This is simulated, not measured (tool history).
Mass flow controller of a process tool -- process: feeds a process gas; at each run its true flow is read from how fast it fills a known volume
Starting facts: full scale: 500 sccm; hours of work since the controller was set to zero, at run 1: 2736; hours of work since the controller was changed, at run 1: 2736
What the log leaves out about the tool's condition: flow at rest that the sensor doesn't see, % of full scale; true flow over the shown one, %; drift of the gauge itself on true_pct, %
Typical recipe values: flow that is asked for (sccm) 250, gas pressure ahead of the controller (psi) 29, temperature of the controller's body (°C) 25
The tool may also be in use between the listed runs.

run,hour,flow that is asked for (sccm),gas pressure ahead of the controller (psi),temperature of the controller's body (°C),hours of work since the controller was set to zero,hours of work since the controller was changed,true flow (%)
1,0,250,29,25,2736,2736,97.2
2,171.9,250,29,37,2868,2868,96.18
3,243,250,29,25,2923,2923,97.05
4,325.1,117,29,25,2986,2986,97.43
5,486.2,117,27.4,25,3109,3109,97.24
6,648.9,250,29,25,3234,3234,97.11
7,803.6,250,29,25,3353,3353,97.01
8,921.4,186,29,25,3444,3444,96.79
9,1021.1,250,29,25,3520,3520,96.96
10,1192,250,29,25,3651,3651,96.83
11,1272.5,250,29,24,3713,3713,96.95
12,1386.3,250,29,24,3801,3801,96.84
13,1462.3,250,29,24,3859,3859,96.78
14,1614.3,250,29,24,3976,3976,96.89
15,1733.2,250,29,24,4067,4067,96.75
16,1876.5,250,38.9,25,4177,4177,97.13
17,1951.6,250,28.9,28,4235,4235,96.25
18,2078.5,168,22.5,28,4332,4332,96.07
19,2243.5,54,26.1,24,4459,4459,99.79
20,2386,268,29.7,21,4568,4568,96.87
21,2527,265,29.7,21,4677,4677,97
22,2628.5,135,23.9,37,4754,4754,95.56
23,2722.4,135,24.8,37,4826,4826,95.48
24,2812.9,135,24.8,20,4896,4896,97.08
25,2962.2,121,26.8,25,5011,5011,96.98
26,3070.7,71,26.8,25,5094,5094,98.72
27,3220.2,71,26.8,25,5209,5209,98.76
28,3319.9,214,37.3,25,5285,5285,96.59
29,3433,214,37.3,25,5372,5372,96.71

For each run, the measured value with the value that run would have given without the tool's hidden condition subtracted. The run-to-run variation is shared by both, the gauge scatter possibly not:
run,true flow (%)
1,-1.22
2,-1.28
3,-1.31
4,-0.34
5,-0.36
6,-1.44
7,-1.51
8,-1.21
9,-1.59
10,-1.65
11,-1.67
12,-1.71
13,-1.73
14,-1.79
15,-1.83
16,-1.87
17,-1.89
18,-1.34
19,+2.53
20,-2.1
21,-2.14
22,-0.97
23,-0.99
24,-1.01
25,-0.75
26,+1.29
27,+1.31
28,-2.09
29,-2.13
